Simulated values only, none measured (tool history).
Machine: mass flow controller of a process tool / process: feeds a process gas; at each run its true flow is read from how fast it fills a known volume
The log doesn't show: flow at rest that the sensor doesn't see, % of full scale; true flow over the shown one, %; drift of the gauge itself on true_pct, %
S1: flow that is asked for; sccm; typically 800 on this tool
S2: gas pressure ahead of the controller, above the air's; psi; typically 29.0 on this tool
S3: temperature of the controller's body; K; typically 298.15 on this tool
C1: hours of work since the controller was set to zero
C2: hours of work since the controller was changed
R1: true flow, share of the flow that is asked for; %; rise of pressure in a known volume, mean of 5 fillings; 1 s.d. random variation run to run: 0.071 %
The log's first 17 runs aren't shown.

{"run": 18, "day": 298.421, "S1": 175, "S2": 29.0, "S3": 298.15, "C1": 2866, "C2": 7218, "R1": 100.14}
{"run": 19, "day": 319.571, "S1": 175, "S2": 25.1, "S3": 307.15, "C1": 3042, "C2": 7394, "R1": 100.35}
{"run": 20, "day": 342.746, "S1": 800, "S2": 29.9, "S3": 304.15, "C1": 3234, "C2": 7586, "R1": 98.56}
{"run": 21, "day": 356.346, "S1": 800, "S2": 29.9, "S3": 304.15, "C1": 3346, "C2": 7698, "R1": 98.54}
{"run": 22, "day": 377.612, "S1": 800, "S2": 29.4, "S3": 301.15, "C1": 3522, "C2": 7875, "R1": 98.43}
{"run": 23, "day": 392.542, "S1": 800, "S2": 29.0, "S3": 301.15, "C1": 3646, "C2": 7998, "R1": 98.32}
{"run": 24, "day": 404.1, "S1": 204, "S2": 23.6, "S3": 300.15, "C1": 3742, "C2": 8094, "R1": 100.16}
{"run": 25, "day": 419.483, "S1": 143, "S2": 29.0, "S3": 298.15, "C1": 3869, "C2": 8221, "R1": 101.82}
{"run": 26, "day": 437.825, "S1": 143, "S2": 29.0, "S3": 298.15, "C1": 4021, "C2": 8373, "R1": 101.85}
{"day": 455.333, "done": "controller's zero set anew"}
{"run": 27, "day": 461.071, "S1": 800, "S2": 21.3, "S3": 308.15, "C1": 48, "C2": 8566, "R1": 97.36}
{"run": 28, "day": 480.017, "S1": 800, "S2": 21.3, "S3": 308.15, "C1": 205, "C2": 8723, "R1": 97.21}
{"run": 29, "day": 495.275, "S1": 800, "S2": 21.3, "S3": 308.15, "C1": 331, "C2": 8849, "R1": 97.37}
{"run": 30, "day": 509.017, "S1": 800, "S2": 21.3, "S3": 308.15, "C1": 445, "C2": 8963, "R1": 97.5}
{"run": 31, "day": 521.75, "S1": 800, "S2": 21.3, "S3": 308.15, "C1": 550, "C2": 9069, "R1": 97.29}
{"run": 32, "day": 542.533, "S1": 800, "S2": 28.1, "S3": 296.15, "C1": 722, "C2": 9241, "R1": 97.18}
{"run": 33, "day": 561.846, "S1": 287, "S2": 34.8, "S3": 306.15, "C1": 882, "C2": 9401, "R1": 97.66}
{"run": 34, "day": 582.008, "S1": 223, "S2": 25.7, "S3": 310.15, "C1": 1050, "C2": 9568, "R1": 97.68}
{"run": 35, "day": 601.088, "S1": 488, "S2": 20.7, "S3": 300.15, "C1": 1208, "C2": 9726, "R1": 96.84}
{"run": 36, "day": 620.883, "S1": 488, "S2": 20.7, "S3": 300.15, "C1": 1372, "C2": 9890, "R1": 96.98}

Forecast each of these 5 alternatives for the next run:
{"run": "A", "day": 639.025, "S1": 322, "S2": 25.1, "S3": 301.15, "C1": 1522, "C2": 10040, "R1": "?"}
{"run": "B", "day": 639.025, "S1": 106, "S2": 20.7, "S3": 300.15, "C1": 1522, "C2": 10040, "R1": "?"}
{"run": "C", "day": 639.025, "S1": 439, "S2": 31.9, "S3": 295.15, "C1": 1522, "C2": 10040, "R1": "?"}
{"run": "D", "day": 639.025, "S1": 328, "S2": 27.4, "S3": 296.15, "C1": 1522, "C2": 10040, "R1": "?"}
{"run": "E", "day": 639.025, "S1": 800, "S2": 39.3, "S3": 296.15, "C1": 1522, "C2": 10040, "R1": "?"}

run=A R1=97.22
run=B R1=98.67
run=C R1=97.18
run=D R1=97.16
run=E R1=97.54
With the hidden condition removed and each run's random variation left untouched, the same runs would have given:
run=A R1=99.32
run=B R1=99.00
run=C R1=99.51
run=D R1=99.28
run=E R1=100.16
